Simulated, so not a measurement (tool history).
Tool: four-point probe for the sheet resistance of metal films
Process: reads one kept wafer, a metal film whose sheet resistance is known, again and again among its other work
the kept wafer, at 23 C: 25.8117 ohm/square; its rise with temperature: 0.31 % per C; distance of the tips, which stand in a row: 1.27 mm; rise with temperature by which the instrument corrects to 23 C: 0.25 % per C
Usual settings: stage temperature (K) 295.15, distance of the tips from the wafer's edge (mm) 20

run	hour	stage temperature (K)	distance of the tips from the wafer's edge (mm)	sheet resistance as the instrument gives it (ohm/square)
1	0.0	295.15	20	25.674437
2	26.9	295.15	4	26.927442
3	46.2	295.15	46	25.622027
4	62.4	295.15	46	25.629856
5	84.1	295.15	6	26.209502
6	108.9	305.15	20	25.801518
7	130.4	302.15	20	25.765957
8	157.6	302.15	20	25.763410
9	181.0	302.15	20	25.758281
10	203.7	297.15	7	26.065699
11	235.8	297.15	7	26.078161
12	252.3	295.15	40	25.602631
13	265.8	296.15	35	25.618430
14	287.8	295.15	8	25.928846
15	316.1	291.15	5	26.377888
16	345.3	293.15	55	25.565915
17	358.9	304.15	25	25.737720

Here are 5 independent what-if runs from the current tool condition. What would each one return?
A	377.2	299.15	9	?
B	377.2	302.15	8	?
C	377.2	307.15	57	?
D	377.2	299.15	25	?
E	377.2	293.15	10	?

run	sheet resistance as the instrument gives it (ohm/square)
A	25.899651
B	26.030950
C	25.752865
D	25.672652
E	25.765660
With no hidden state in the tool, these same runs would have given:
run	sheet resistance as the instrument gives it (ohm/square)
A	26.122575
B	26.255100
C	25.975099
D	25.893791
E	25.987167
